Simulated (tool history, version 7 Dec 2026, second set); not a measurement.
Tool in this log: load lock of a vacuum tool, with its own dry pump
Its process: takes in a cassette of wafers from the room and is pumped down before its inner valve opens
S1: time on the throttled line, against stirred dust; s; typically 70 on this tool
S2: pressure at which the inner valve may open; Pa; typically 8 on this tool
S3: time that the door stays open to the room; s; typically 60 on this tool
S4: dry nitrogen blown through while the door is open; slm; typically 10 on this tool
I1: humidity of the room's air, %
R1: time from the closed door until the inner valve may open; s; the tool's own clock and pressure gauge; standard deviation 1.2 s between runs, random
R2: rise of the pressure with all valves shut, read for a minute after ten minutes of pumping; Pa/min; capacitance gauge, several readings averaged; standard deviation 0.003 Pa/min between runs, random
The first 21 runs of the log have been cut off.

{"run": 22, "hour": 6295.0, "S1": 70, "S2": 10, "S3": 60, "S4": 7, "I1": 45.6, "R1": 207.4, "R2": 0.087}
{"run": 23, "hour": 6478.9, "S1": 70, "S2": 10, "S3": 60, "S4": 7, "I1": 43.2, "R1": 208, "R2": 0.083}
{"run": 24, "hour": 6869.7, "S1": 70, "S2": 8, "S3": 89, "S4": 18, "I1": 46, "R1": 212.5, "R2": 0.085}
{"hour": 7069.8, "done": "dry pump taken out, an overhauled one fitted"}
{"run": 25, "hour": 7223.3, "S1": 99, "S2": 8, "S3": 89, "S4": 18, "I1": 45, "R1": 210.5, "R2": 0.082}
{"run": 26, "hour": 7565.4, "S1": 70, "S2": 8, "S3": 60, "S4": 40, "I1": 42.6, "R1": 188.8, "R2": 0.072}
{"run": 27, "hour": 7855.7, "S1": 70, "S2": 8, "S3": 60, "S4": 18, "I1": 41.8, "R1": 188.7, "R2": 0.078}
{"run": 28, "hour": 8126.9, "S1": 70, "S2": 8, "S3": 60, "S4": 4, "I1": 46, "R1": 191.6, "R2": 0.102}
{"run": 29, "hour": 8544.5, "S1": 45, "S2": 15, "S3": 34, "S4": 4, "I1": 44, "R1": 164.1, "R2": 0.098}
{"run": 30, "hour": 8923.6, "S1": 36, "S2": 7, "S3": 60, "S4": 32, "I1": 46, "R1": 170.4, "R2": 0.083}
{"run": 31, "hour": 9164.9, "S1": 36, "S2": 7, "S3": 60, "S4": 32, "I1": 43.1, "R1": 169.8, "R2": 0.084}
{"run": 32, "hour": 9537.5, "S1": 36, "S2": 7, "S3": 60, "S4": 32, "I1": 45, "R1": 171.1, "R2": 0.08}
{"run": 33, "hour": 9774.2, "S1": 40, "S2": 9, "S3": 60, "S4": 10, "I1": 45.6, "R1": 170.7, "R2": 0.099}
{"run": 34, "hour": 10156.9, "S1": 92, "S2": 8, "S3": 60, "S4": 10, "I1": 44.7, "R1": 212.5, "R2": 0.096}
{"run": 35, "hour": 10563.0, "S1": 92, "S2": 12, "S3": 181, "S4": 8, "I1": 44.9, "R1": 202.7, "R2": 0.122}
{"run": 36, "hour": 10911.6, "S1": 92, "S2": 12, "S3": 182, "S4": 8, "I1": 48.5, "R1": 200.4, "R2": 0.129}
{"run": 37, "hour": 11322.8, "S1": 92, "S2": 7, "S3": 120, "S4": 8, "I1": 44.5, "R1": 215, "R2": 0.112}

Forecast each of these 4 alternatives for the next run:
{"run": "A", "hour": 11754.5, "S1": 73, "S2": 7, "S3": 120, "S4": 8, "I1": 43.9, "R1": "?", "R2": "?"}
{"run": "B", "hour": 11754.5, "S1": 70, "S2": 8, "S3": 70, "S4": 10, "I1": 43.8, "R1": "?", "R2": "?"}
{"run": "C", "hour": 11754.5, "S1": 58, "S2": 8, "S3": 205, "S4": 10, "I1": 44, "R1": "?", "R2": "?"}
{"run": "D", "hour": 11754.5, "S1": 52, "S2": 7, "S3": 120, "S4": 10, "I1": 44.7, "R1": "?", "R2": "?"}

run=A R1=200.6 R2=0.119
run=B R1=197.2 R2=0.111
run=C R1=188 R2=0.129
run=D R1=185.9 R2=0.114
What these runs would have given with no unlogged condition in the tool:
run=A R1=193.1 R2=0.037
run=B R1=189.6 R2=0.03
run=C R1=180 R2=0.047
run=D R1=177.7 R2=0.033

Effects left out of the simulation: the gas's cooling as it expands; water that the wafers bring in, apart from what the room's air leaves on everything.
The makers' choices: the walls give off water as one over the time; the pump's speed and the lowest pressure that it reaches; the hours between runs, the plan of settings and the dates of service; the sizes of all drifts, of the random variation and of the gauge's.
